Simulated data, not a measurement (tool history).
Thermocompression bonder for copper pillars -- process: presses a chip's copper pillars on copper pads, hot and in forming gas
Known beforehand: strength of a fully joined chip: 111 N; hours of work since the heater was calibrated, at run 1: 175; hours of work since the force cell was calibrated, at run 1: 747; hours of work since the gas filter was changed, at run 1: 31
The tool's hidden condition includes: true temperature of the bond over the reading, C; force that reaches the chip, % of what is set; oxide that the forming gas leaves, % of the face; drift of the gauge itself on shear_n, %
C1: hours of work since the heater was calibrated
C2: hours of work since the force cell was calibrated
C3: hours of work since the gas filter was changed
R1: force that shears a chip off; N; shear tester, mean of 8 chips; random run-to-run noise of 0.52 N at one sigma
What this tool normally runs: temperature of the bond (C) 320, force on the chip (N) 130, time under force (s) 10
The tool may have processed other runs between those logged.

run 1 hour=0.0 | temperature_of_the_bond_(C)=320 force_on_the_chip_(N)=130 time_under_force_(s)=10 | C1=175 C2=747 C3=31 | R1=46.2
run 2 hour=8.1 | temperature_of_the_bond_(C)=320 force_on_the_chip_(N)=130 time_under_force_(s)=10 | C1=178 C2=750 C3=34 | R1=46.3
run 3 hour=22.4 | temperature_of_the_bond_(C)=313 force_on_the_chip_(N)=130 time_under_force_(s)=10 | C1=184 C2=756 C3=40 | R1=43.1
run 4 hour=31.0 | temperature_of_the_bond_(C)=313 force_on_the_chip_(N)=130 time_under_force_(s)=10 | C1=188 C2=759 C3=43 | R1=43.2
run 5 hour=38.5 | temperature_of_the_bond_(C)=320 force_on_the_chip_(N)=105 time_under_force_(s)=10 | C1=191 C2=762 C3=46 | R1=40.7
run 6 hour=49.3 | temperature_of_the_bond_(C)=320 force_on_the_chip_(N)=105 time_under_force_(s)=22 | C1=195 C2=767 C3=51 | R1=54.9
run 7 hour=66.3 | temperature_of_the_bond_(C)=320 force_on_the_chip_(N)=105 time_under_force_(s)=22 | C1=202 C2=774 C3=58 | R1=54.8
run 8 hour=76.7 | temperature_of_the_bond_(C)=320 force_on_the_chip_(N)=105 time_under_force_(s)=22 | C1=206 C2=778 C3=62 | R1=54.6
run 9 hour=88.5 | temperature_of_the_bond_(C)=320 force_on_the_chip_(N)=105 time_under_force_(s)=22 | C1=211 C2=783 C3=67 | R1=54.4
run 10 hour=101.9 | temperature_of_the_bond_(C)=320 force_on_the_chip_(N)=130 time_under_force_(s)=10 | C1=217 C2=788 C3=72 | R1=45.2
run 11 hour=110.8 | temperature_of_the_bond_(C)=300 force_on_the_chip_(N)=130 time_under_force_(s)=10 | C1=220 C2=792 C3=76 | R1=36.8
run 12 hour=123.9 | temperature_of_the_bond_(C)=309 force_on_the_chip_(N)=130 time_under_force_(s)=10 | C1=226 C2=797 C3=81 | R1=40.6
run 13 hour=134.1 | temperature_of_the_bond_(C)=348 force_on_the_chip_(N)=150 time_under_force_(s)=10 | C1=230 C2=802 C3=86 | R1=62.1
run 14 hour=144.3 | temperature_of_the_bond_(C)=320 force_on_the_chip_(N)=82 time_under_force_(s)=8 | C1=234 C2=806 C3=90 | R1=31.8
run 15 hour=156.1 | temperature_of_the_bond_(C)=320 force_on_the_chip_(N)=82 time_under_force_(s)=8 | C1=239 C2=811 C3=95 | R1=32.4
run 16 hour=165.2 | temperature_of_the_bond_(C)=292 force_on_the_chip_(N)=115 time_under_force_(s)=7 | C1=243 C2=814 C3=98 | R1=26.2
run 17 hour=177.1 | temperature_of_the_bond_(C)=350 force_on_the_chip_(N)=82 time_under_force_(s)=10 | C1=248 C2=819 C3=103 | R1=46.2
run 18 hour=186.3 | temperature_of_the_bond_(C)=340 force_on_the_chip_(N)=130 time_under_force_(s)=10 | C1=251 C2=823 C3=107 | R1=55.0
-- hour=196.0 force cell calibrated
run 19 hour=201.4 | temperature_of_the_bond_(C)=336 force_on_the_chip_(N)=124 time_under_force_(s)=16 | C1=257 C2=2 C3=113 | R1=61.8
run 20 hour=216.1 | temperature_of_the_bond_(C)=320 force_on_the_chip_(N)=90 time_under_force_(s)=10 | C1=263 C2=8 C3=119 | R1=37.9
run 21 hour=231.7 | temperature_of_the_bond_(C)=320 force_on_the_chip_(N)=109 time_under_force_(s)=24 | C1=269 C2=15 C3=125 | R1=57.1
run 22 hour=239.0 | temperature_of_the_bond_(C)=320 force_on_the_chip_(N)=116 time_under_force_(s)=10 | C1=272 C2=18 C3=128 | R1=44.0
run 23 hour=255.3 | temperature_of_the_bond_(C)=304 force_on_the_chip_(N)=139 time_under_force_(s)=11 | C1=279 C2=24 C3=135 | R1=40.8
run 24 hour=264.8 | temperature_of_the_bond_(C)=304 force_on_the_chip_(N)=172 time_under_force_(s)=8 | C1=283 C2=28 C3=139 | R1=40.2

4 ways to go on from here, each from the tool as it stands after run 24. What would each give?
run A hour=279.0 | temperature_of_the_bond_(C)=345 force_on_the_chip_(N)=130 time_under_force_(s)=10 | C1=289 C2=34 C3=144 | R1=?
run B hour=279.0 | temperature_of_the_bond_(C)=302 force_on_the_chip_(N)=88 time_under_force_(s)=6 | C1=289 C2=34 C3=144 | R1=?
run C hour=279.0 | temperature_of_the_bond_(C)=320 force_on_the_chip_(N)=87 time_under_force_(s)=10 | C1=289 C2=34 C3=144 | R1=?
run D hour=279.0 | temperature_of_the_bond_(C)=320 force_on_the_chip_(N)=176 time_under_force_(s)=14 | C1=289 C2=34 C3=144 | R1=?

run=A R1=56.5
run=B R1=23.7
run=C R1=36.5
run=D R1=59.7
Take away the tool's hidden state, keep each run's random variation, and the runs would have read:
run=A R1=59.7
run=B R1=25.4
run=C R1=38.8
run=D R1=63.1

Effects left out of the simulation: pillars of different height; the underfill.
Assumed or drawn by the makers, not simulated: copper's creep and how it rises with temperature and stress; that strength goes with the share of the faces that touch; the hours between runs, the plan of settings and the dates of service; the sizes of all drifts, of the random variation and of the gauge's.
